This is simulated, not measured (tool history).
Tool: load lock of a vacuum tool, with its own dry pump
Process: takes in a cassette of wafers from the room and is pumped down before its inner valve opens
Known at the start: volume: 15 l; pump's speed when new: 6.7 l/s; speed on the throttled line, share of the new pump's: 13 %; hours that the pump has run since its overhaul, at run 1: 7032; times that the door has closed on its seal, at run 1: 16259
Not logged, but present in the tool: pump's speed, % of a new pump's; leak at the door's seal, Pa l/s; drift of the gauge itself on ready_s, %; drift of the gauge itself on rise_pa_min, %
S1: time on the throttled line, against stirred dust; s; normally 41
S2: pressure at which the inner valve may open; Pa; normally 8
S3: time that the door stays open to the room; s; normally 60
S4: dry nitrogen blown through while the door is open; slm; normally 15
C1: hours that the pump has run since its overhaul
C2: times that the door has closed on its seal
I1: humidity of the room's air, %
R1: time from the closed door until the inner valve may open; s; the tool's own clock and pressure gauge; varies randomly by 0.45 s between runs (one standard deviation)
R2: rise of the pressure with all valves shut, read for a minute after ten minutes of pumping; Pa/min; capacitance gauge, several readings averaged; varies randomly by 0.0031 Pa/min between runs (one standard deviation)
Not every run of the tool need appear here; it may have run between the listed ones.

{"run": 1, "hour": 0.0, "S1": 41, "S2": 8, "S3": 60, "S4": 15, "C1": 7032, "C2": 16259, "I1": 44.8, "R1": 57.5, "R2": 0.064}
{"run": 2, "hour": 269.8, "S1": 41, "S2": 8, "S3": 60, "S4": 15, "C1": 7302, "C2": 16840, "I1": 44.7, "R1": 57.8, "R2": 0.064}
{"run": 3, "hour": 447.1, "S1": 41, "S2": 8, "S3": 60, "S4": 15, "C1": 7480, "C2": 17222, "I1": 43.8, "R1": 57.2, "R2": 0.068}
{"run": 4, "hour": 571.8, "S1": 41, "S2": 8, "S3": 60, "S4": 15, "C1": 7604, "C2": 17490, "I1": 45.8, "R1": 57.0, "R2": 0.064}
{"run": 5, "hour": 836.2, "S1": 41, "S2": 8, "S3": 60, "S4": 15, "C1": 7869, "C2": 18059, "I1": 44.9, "R1": 57.4, "R2": 0.066}
{"run": 6, "hour": 1074.9, "S1": 41, "S2": 8, "S3": 60, "S4": 15, "C1": 8107, "C2": 18573, "I1": 45.9, "R1": 57.2, "R2": 0.061}
{"run": 7, "hour": 1356.5, "S1": 41, "S2": 8, "S3": 80, "S4": 15, "C1": 8389, "C2": 19179, "I1": 46.0, "R1": 57.5, "R2": 0.074}
{"run": 8, "hour": 1577.7, "S1": 41, "S2": 8, "S3": 80, "S4": 15, "C1": 8610, "C2": 19655, "I1": 47.2, "R1": 57.9, "R2": 0.078}
{"run": 9, "hour": 1776.7, "S1": 41, "S2": 8, "S3": 80, "S4": 15, "C1": 8809, "C2": 20084, "I1": 42.9, "R1": 57.4, "R2": 0.063}
{"run": 10, "hour": 1938.0, "S1": 41, "S2": 8, "S3": 80, "S4": 15, "C1": 8970, "C2": 20431, "I1": 44.5, "R1": 56.6, "R2": 0.073}
{"run": 11, "hour": 2118.7, "S1": 41, "S2": 8, "S3": 80, "S4": 15, "C1": 9151, "C2": 20820, "I1": 41.6, "R1": 57.0, "R2": 0.063}
{"run": 12, "hour": 2383.8, "S1": 76, "S2": 10, "S3": 63, "S4": 23, "C1": 9416, "C2": 21391, "I1": 42.5, "R1": 86.9, "R2": 0.051}
{"run": 13, "hour": 2623.8, "S1": 41, "S2": 8, "S3": 60, "S4": 10, "C1": 9656, "C2": 21907, "I1": 45.5, "R1": 57.8, "R2": 0.071}
{"run": 14, "hour": 2797.5, "S1": 35, "S2": 8, "S3": 118, "S4": 15, "C1": 9830, "C2": 22281, "I1": 44.0, "R1": 52.5, "R2": 0.077}

Branching from run 14: 4 alternative next runs. What would each branch give?
{"run": "A", "hour": 3033.2, "S1": 33, "S2": 7, "S3": 60, "S4": 15, "C1": 10066, "C2": 22788, "I1": 44.6, "R1": "?", "R2": "?"}
{"run": "B", "hour": 3033.2, "S1": 35, "S2": 16, "S3": 118, "S4": 15, "C1": 10066, "C2": 22788, "I1": 45.8, "R1": "?", "R2": "?"}
{"run": "C", "hour": 3033.2, "S1": 49, "S2": 10, "S3": 43, "S4": 15, "C1": 10066, "C2": 22788, "I1": 48.7, "R1": "?", "R2": "?"}
{"run": "D", "hour": 3033.2, "S1": 44, "S2": 8, "S3": 60, "S4": 22, "C1": 10066, "C2": 22788, "I1": 43.6, "R1": "?", "R2": "?"}

run=A R1=50.1 R2=0.068
run=B R1=50.0 R2=0.082
run=C R1=63.4 R2=0.061
run=D R1=60.4 R2=0.061
The same runs, with their run-to-run variation unchanged, on a tool lacking any hidden condition would have given:
run=A R1=50.1 R2=0.067
run=B R1=49.9 R2=0.081
run=C R1=63.4 R2=0.061
run=D R1=60.3 R2=0.060
